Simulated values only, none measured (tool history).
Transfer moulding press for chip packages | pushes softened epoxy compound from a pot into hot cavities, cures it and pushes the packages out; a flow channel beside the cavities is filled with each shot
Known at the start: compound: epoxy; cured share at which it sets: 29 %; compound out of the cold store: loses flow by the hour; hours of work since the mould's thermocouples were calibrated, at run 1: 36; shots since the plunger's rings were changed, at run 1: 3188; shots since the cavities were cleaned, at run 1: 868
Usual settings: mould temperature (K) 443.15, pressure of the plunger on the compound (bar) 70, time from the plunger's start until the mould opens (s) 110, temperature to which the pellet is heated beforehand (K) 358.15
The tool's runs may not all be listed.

run     day  mould temperature (K)  pressure of the plunger on the compound (bar)  time from the plunger's start until the mould opens (s)  temperature to which the pellet is heated beforehand (K)  hours of work since the mould's thermocouples were calibrated  shots since the plunger's rings were changed  shots since the cavities were cleaned  incoming compound's hours out of the cold store  length that the compound runs in the flow channel (mm)  greatest force on the pins that push the packages out (N)
  1       0                 443.15                                             70                                                      110                                                    358.15                                                             36                                          3188                                    868                                             37.8                                                     770                                                        649
  2   0.538                 443.15                                             70                                                      110                                                    364.15                                                             42                                          3289                                    969                                             37.1                                                     781                                                        625
  3   1.112                 447.15                                             70                                                      110                                                    364.15                                                             48                                          3396                                   1076                                              8.5                                                     940                                                        607
        1.3  -- plunger's sealing rings changed
      1.608  -- cavities cleaned with cleaning compound and waxed
  4   1.829                 447.15                                             70                                                      110                                                    364.15                                                             55                                            87                                     41                                             35.5                                                     815                                                        395
  5   2.092                 443.15                                             70                                                      110                                                    358.15                                                             58                                           136                                     90                                             43.4                                                     791                                                        454
  6   2.321                 443.15                                             70                                                      110                                                    358.15                                                             60                                           179                                    133                                             41.6                                                     797                                                        505
  7   2.833                 443.15                                             70                                                      129                                                    358.15                                                             66                                           275                                    229                                             34.9                                                     839                                                        496
  8   3.288                 443.15                                             70                                                      111                                                    358.15                                                             71                                           359                                    313                                             25.7                                                     887                                                        587
  9   3.779                 443.15                                             70                                                      110                                                    357.15                                                             77                                           452                                    406                                             12.7                                                     981                                                        601
 10   4.054                 443.15                                             70                                                      110                                                    357.15                                                             80                                           503                                    457                                             30.6                                                     863                                                        575
 11   4.592                 436.15                                             70                                                      110                                                    358.15                                                             86                                           604                                    558                                             43.6                                                     812                                                        845
 12   5.067                 436.15                                             70                                                      110                                                    358.15                                                             92                                           692                                    646                                             42.2                                                     819                                                        876
 13   5.538                 436.15                                             70                                                      110                                                    358.15                                                             97                                           780                                    734                                             39.3                                                     830                                                        899
 14   6.038                 436.15                                             70                                                      110                                                    358.15                                                            103                                           874                                    828                                             14.9                                                     993                                                        999
 15   6.596                 436.15                                             70                                                      110                                                    358.15                                                            109                                           978                                    932                                             43.1                                                     794                                                        878
 16   6.842                 443.15                                             70                                                      141                                                    358.15                                                            112                                          1024                                    978                                             11.4                                                     977                                                        579
 17   7.112                 450.15                                             70                                                      148                                                    355.15                                                            115                                          1075                                   1029                                               23                                                     865                                                        565
 18   7.525                 443.15                                             70                                                      118                                                    358.15                                                            120                                          1152                                   1106                                               17                                                     940                                                        637
      7.779  -- cavities cleaned with cleaning compound and waxed
 19   7.838                 443.15                                           65.4                                                      117                                                    358.15                                                            123                                          1199                                     11                                             25.8                                                     853                                                        418
 20   8.071                 443.15                                           65.4                                                      117                                                    358.15                                                            126                                          1242                                     54                                             31.9                                                     818                                                        437
 21   8.379                 435.15                                           54.4                                                      117                                                    361.15                                                            129                                          1300                                    112                                             39.4                                                     729                                                        663
 22   8.762                 435.15                                           54.4                                                      117                                                    361.15                                                            134                                          1371                                    183                                             16.8                                                     862                                                        726
 23   9.021                 439.15                                           85.2                                                      135                                                    350.15                                                            136                                          1419                                    231                                             42.6                                                     872                                                        504
 24   9.479                 439.15                                           85.2                                                      135                                                    350.15                                                            142                                          1506                                    318                                             16.5                                                    1046                                                        540
 25   9.846                 443.15                                             70                                                       92                                                    358.15                                                            146                                          1574                                    386                                             15.7                                                     941                                                        771
 26  10.079                 435.15                                             70                                                       92                                                    356.15                                                            149                                          1617                                    429                                             41.9                                                     803                                                       1303
 27  10.321                 451.15                                             70                                                      123                                                    358.15                                                            151                                          1662                                    474                                             10.5                                                     936                                                        523
 28  10.775                 444.15                                           84.3                                                      123                                                    363.15                                                            157                                          1748                                    560                                             40.7                                                     859                                                        568
 29    11.2                 444.15                                           84.3                                                      123                                                    358.15                                                            162                                          1827                                    639                                             44.3                                                     841                                                        576

3 ways to go on from here, each from the tool as it stands after run 29. What would each give?
  A  11.467                 442.15                                             70                                                      110                                                    362.15                                                            165                                          1877                                    689                                             40.5                                                       ?                                                          ?
  B  11.467                 438.15                                           84.3                                                      123                                                    358.15                                                            165                                          1877                                    689                                             31.7                                                       ?                                                          ?
  C  11.467                 436.15                                             70                                                      106                                                    356.15                                                            165                                          1877                                    689                                             17.5                                                       ?                                                          ?

run  length that the compound runs in the flow channel (mm)  greatest force on the pins that push the packages out (N)
  A                                                     771                                                        637
  B                                                     932                                                        680
  C                                                     949                                                       1035
The same runs, with their run-to-run variation unchanged, on a tool lacking any hidden condition would have given:
run  length that the compound runs in the flow channel (mm)  greatest force on the pins that push the packages out (N)
  A                                                     797                                                        414
  B                                                     963                                                        441
  C                                                     979                                                        664
